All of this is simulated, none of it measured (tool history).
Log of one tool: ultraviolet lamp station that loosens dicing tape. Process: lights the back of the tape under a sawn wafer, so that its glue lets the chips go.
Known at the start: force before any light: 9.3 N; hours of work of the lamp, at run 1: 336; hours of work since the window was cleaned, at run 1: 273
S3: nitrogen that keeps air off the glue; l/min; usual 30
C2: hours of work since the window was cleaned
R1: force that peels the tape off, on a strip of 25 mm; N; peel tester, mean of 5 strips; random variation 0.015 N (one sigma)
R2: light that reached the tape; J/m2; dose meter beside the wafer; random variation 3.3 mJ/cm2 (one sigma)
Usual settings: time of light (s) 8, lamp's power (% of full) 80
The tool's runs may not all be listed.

Run 1, hour 0.0: usual settings; hours of work of the lamp 336; C2 273. Result: R1 0.902 N, R2 4710 J/m2.
Run 2, hour 16.6: usual settings but time of light (s) 6; hours of work of the lamp 347; C2 285. Result: R1 1.573 N, R2 3500 J/m2.
Run 3, hour 29.3: usual settings; hours of work of the lamp 356; C2 294. Result: R1 0.936 N, R2 4760 J/m2.
Run 4, hour 39.9: usual settings; hours of work of the lamp 364; C2 301. Result: R1 0.916 N, R2 4720 J/m2.
Run 5, hour 55.4: usual settings; hours of work of the lamp 374; C2 312. Result: R1 0.942 N, R2 4710 J/m2.
Run 6, hour 62.6: usual settings; hours of work of the lamp 379; C2 317. Result: R1 0.961 N, R2 4690 J/m2.
Run 7, hour 73.3: usual settings; hours of work of the lamp 387; C2 325. Result: R1 0.940 N, R2 4610 J/m2.
Run 8, hour 83.3: usual settings but time of light (s) 5; hours of work of the lamp 394; C2 332. Result: R1 2.138 N, R2 2920 J/m2.
Run 9, hour 97.6: usual settings but time of light (s) 5; hours of work of the lamp 404; C2 342. Result: R1 2.166 N, R2 2930 J/m2.
Run 10, hour 106.7: usual settings but lamp's power (% of full) 93; hours of work of the lamp 410; C2 348. Result: R1 0.650 N, R2 5340 J/m2.
Run 11, hour 115.5: usual settings but S3 56 l/min; hours of work of the lamp 417; C2 354. Result: R1 0.672 N, R2 4600 J/m2.
Run 12, hour 130.0: usual settings; hours of work of the lamp 427; C2 364. Result: R1 0.971 N, R2 4600 J/m2.
Run 13, hour 140.9: usual settings; hours of work of the lamp 434; C2 372. Result: R1 0.934 N, R2 4610 J/m2.
Run 14, hour 149.7: usual settings; hours of work of the lamp 440; C2 378. Result: R1 0.984 N, R2 4540 J/m2.
Run 15, hour 163.1: usual settings; hours of work of the lamp 450; C2 388. Result: R1 0.990 N, R2 4580 J/m2.
Run 16, hour 172.7: usual settings; hours of work of the lamp 457; C2 394. Result: R1 0.960 N, R2 4580 J/m2.
Run 17, hour 186.2: usual settings; hours of work of the lamp 466; C2 404. Result: R1 0.985 N, R2 4560 J/m2.
Run 18, hour 198.5: usual settings but S3 33 l/min; hours of work of the lamp 475; C2 412. Result: R1 0.986 N, R2 4540 J/m2.
Run 19, hour 206.1: usual settings but time of light (s) 5, lamp's power (% of full) 62, S3 21 l/min; hours of work of the lamp 480; C2 418. Result: R1 3.489 N, R2 2170 J/m2.
Run 20, hour 213.4: usual settings but time of light (s) 5, lamp's power (% of full) 62, S3 21 l/min; hours of work of the lamp 485; C2 423. Result: R1 3.484 N, R2 2180 J/m2.
Run 21, hour 223.6: usual settings but time of light (s) 11, lamp's power (% of full) 62, S3 21 l/min; hours of work of the lamp 492; C2 430. Result: R1 1.053 N, R2 4870 J/m2.
Run 22, hour 234.5: usual settings but time of light (s) 6, S3 35 l/min; hours of work of the lamp 500; C2 438. Result: R1 1.629 N, R2 3360 J/m2.
Run 23, hour 249.3: usual settings but time of light (s) 6, S3 35 l/min; hours of work of the lamp 510; C2 448. Result: R1 1.550 N, R2 3370 J/m2.
Run 24, hour 260.5: usual settings but time of light (s) 6, S3 55 l/min; hours of work of the lamp 518; C2 456. Result: R1 1.319 N, R2 3360 J/m2.
Run 25, hour 273.7: usual settings but time of light (s) 6, S3 55 l/min; hours of work of the lamp 527; C2 465. Result: R1 1.398 N, R2 3360 J/m2.
Run 26, hour 287.5: usual settings but time of light (s) 13, lamp's power (% of full) 66, S3 24 l/min; hours of work of the lamp 537; C2 475. Result: R1 0.632 N, R2 5940 J/m2.
Run 27, hour 304.4: usual settings but time of light (s) 13, lamp's power (% of full) 66, S3 24 l/min; hours of work of the lamp 549; C2 487. Result: R1 0.621 N, R2 5870 J/m2.
Run 28, hour 316.9: usual settings but time of light (s) 7, lamp's power (% of full) 66; hours of work of the lamp 558; C2 495. Result: R1 1.935 N, R2 3190 J/m2.
Run 29, hour 326.9: usual settings but S3 20 l/min; hours of work of the lamp 565; C2 502. Result: R1 1.302 N, R2 4390 J/m2.
Run 30, hour 335.8: usual settings but S3 20 l/min; hours of work of the lamp 571; C2 509. Result: R1 1.325 N, R2 4340 J/m2.
Run 31, hour 350.4: usual settings but time of light (s) 10, lamp's power (% of full) 85, S3 41 l/min; hours of work of the lamp 581; C2 519. Result: R1 0.463 N, R2 5760 J/m2.
Run 32, hour 366.6: usual settings but time of light (s) 6, lamp's power (% of full) 84, S3 59 l/min; hours of work of the lamp 592; C2 530. Result: R1 1.264 N, R2 3430 J/m2.
Run 33, hour 378.6: usual settings but time of light (s) 6, lamp's power (% of full) 84, S3 59 l/min; hours of work of the lamp 601; C2 539. Result: R1 1.230 N, R2 3410 J/m2.

Hidden state or all else? Some run-to-run changes of R1, split into what the settings, what came in and random variation would give without the hidden state, and what is left for the hidden state (with any gauge scatter that isn't in both results):
The hidden state here: lamp's light, % of a new lamp's; light that the window lets through, % of a clean one's; drift of the gauge itself on peel_n, %; drift of the gauge itself on dose_mj_cm2, %.
Run 9 -> 10: time of light (s) 5 -> 8, lamp's power (% of full) 80 -> 93. R1 -1.516 N: hidden state -0.218, all else -1.298.
Run 18 -> 19: time of light (s) 8 -> 5, lamp's power (% of full) 80 -> 62, S3 33 -> 21. R1 +2.503 N: hidden state +0.255, all else +2.248.
Run 20 -> 21: time of light (s) 5 -> 11. R1 -2.431 N: hidden state -0.237, all else -2.194.
Run 27 -> 28: time of light (s) 13 -> 7, S3 24 -> 30. R1 +1.314 N: hidden state +0.296, all else +1.018.
Run 31 -> 32: time of light (s) 10 -> 6, lamp's power (% of full) 85 -> 84, S3 41 -> 59. R1 +0.801 N: hidden state +0.244, all else +0.557.
